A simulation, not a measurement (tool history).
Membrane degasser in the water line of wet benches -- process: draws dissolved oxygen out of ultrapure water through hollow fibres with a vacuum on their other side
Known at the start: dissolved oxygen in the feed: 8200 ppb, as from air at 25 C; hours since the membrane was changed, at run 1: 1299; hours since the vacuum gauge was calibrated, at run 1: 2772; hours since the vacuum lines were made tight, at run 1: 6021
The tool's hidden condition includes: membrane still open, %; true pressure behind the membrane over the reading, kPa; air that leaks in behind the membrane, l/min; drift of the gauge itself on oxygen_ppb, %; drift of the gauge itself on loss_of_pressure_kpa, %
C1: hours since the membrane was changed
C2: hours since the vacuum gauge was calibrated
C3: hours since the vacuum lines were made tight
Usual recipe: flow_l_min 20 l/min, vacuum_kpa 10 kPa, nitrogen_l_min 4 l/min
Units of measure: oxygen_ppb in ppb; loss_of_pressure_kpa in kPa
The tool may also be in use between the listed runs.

Run 1, hour 0: usual settings; C1 1299; C2 2772; C3 6021. Result: oxygen_ppb 144.2 ppb, loss_of_pressure_kpa 69.84 kPa.
Run 2, hour 85.4: usual settings but nitrogen_l_min 2.69 l/min; C1 1384; C2 2857; C3 6107. Result: oxygen_ppb 180.3 ppb, loss_of_pressure_kpa 70.19 kPa.
Run 3, hour 133.1: usual settings but nitrogen_l_min 2.69 l/min; C1 1432; C2 2905; C3 6154. Result: oxygen_ppb 183.9 ppb, loss_of_pressure_kpa 69.82 kPa.
Run 4, hour 192.1: usual settings but nitrogen_l_min 2.69 l/min; C1 1491; C2 2964; C3 6213. Result: oxygen_ppb 182.4 ppb, loss_of_pressure_kpa 70.24 kPa.
Run 5, hour 232.4: usual settings but nitrogen_l_min 2.69 l/min; C1 1531; C2 3005; C3 6254. Result: oxygen_ppb 182.4 ppb, loss_of_pressure_kpa 69.73 kPa.
Run 6, hour 312.7: usual settings but vacuum_kpa 14.3 kPa, nitrogen_l_min 3.21 l/min; C1 1612; C2 3085; C3 6334. Result: oxygen_ppb 225.8 ppb, loss_of_pressure_kpa 69.93 kPa.
Run 7, hour 362.4: usual settings but flow_l_min 30 l/min, vacuum_kpa 8.1 kPa, nitrogen_l_min 8.77 l/min; C1 1661; C2 3134; C3 6384. Result: oxygen_ppb 157 ppb, loss_of_pressure_kpa 105.58 kPa.
At hour 368.7: vacuum gauge calibrated.
Run 8, hour 431.8: usual settings but flow_l_min 17 l/min, vacuum_kpa 8.1 kPa, nitrogen_l_min 8.86 l/min; C1 1730; C2 63; C3 6453. Result: oxygen_ppb 71 ppb, loss_of_pressure_kpa 59.62 kPa.
Run 9, hour 468.7: usual settings but flow_l_min 17 l/min, vacuum_kpa 8.1 kPa, nitrogen_l_min 5.68 l/min; C1 1767; C2 100; C3 6490. Result: oxygen_ppb 84 ppb, loss_of_pressure_kpa 59.68 kPa.
Run 10, hour 531.6: usual settings but flow_l_min 18 l/min, nitrogen_l_min 2.9 l/min; C1 1830; C2 163; C3 6552. Result: oxygen_ppb 155.4 ppb, loss_of_pressure_kpa 63.29 kPa.

Here are 5 independent what-if runs from the current tool condition. What would each one return?
Run A, hour 595: usual settings but flow_l_min 22 l/min; C1 1893; C2 226; C3 6616. Result: oxygen_ppb ?, loss_of_pressure_kpa ?.
Run B, hour 595: usual settings but flow_l_min 22 l/min, vacuum_kpa 8.9 kPa, nitrogen_l_min 1.95 l/min; C1 1893; C2 226; C3 6616. Result: oxygen_ppb ?, loss_of_pressure_kpa ?.
Run C, hour 595: usual settings but flow_l_min 13 l/min; C1 1893; C2 226; C3 6616. Result: oxygen_ppb ?, loss_of_pressure_kpa ?.
Run D, hour 595: usual settings but flow_l_min 15 l/min, vacuum_kpa 21.1 kPa, nitrogen_l_min 3.08 l/min; C1 1893; C2 226; C3 6616. Result: oxygen_ppb ?, loss_of_pressure_kpa ?.
Run E, hour 595: usual settings but flow_l_min 24 l/min, vacuum_kpa 14 kPa, nitrogen_l_min 1.71 l/min; C1 1893; C2 226; C3 6616. Result: oxygen_ppb ?, loss_of_pressure_kpa ?.

run  oxygen_ppb  loss_of_pressure_kpa
  A       163.3                 77.06
  B       224.8                 77.11
  C        82.8                 45.67
  D       246.3                 52.58
  E       426.8                 84.44
Had the tool no hidden state, the same runs would have come out as:
run  oxygen_ppb  loss_of_pressure_kpa
  A         157                 76.23
  B       216.2                 76.28
  C        79.2                 45.17
  D       240.5                 52.01
  E       416.5                 83.53
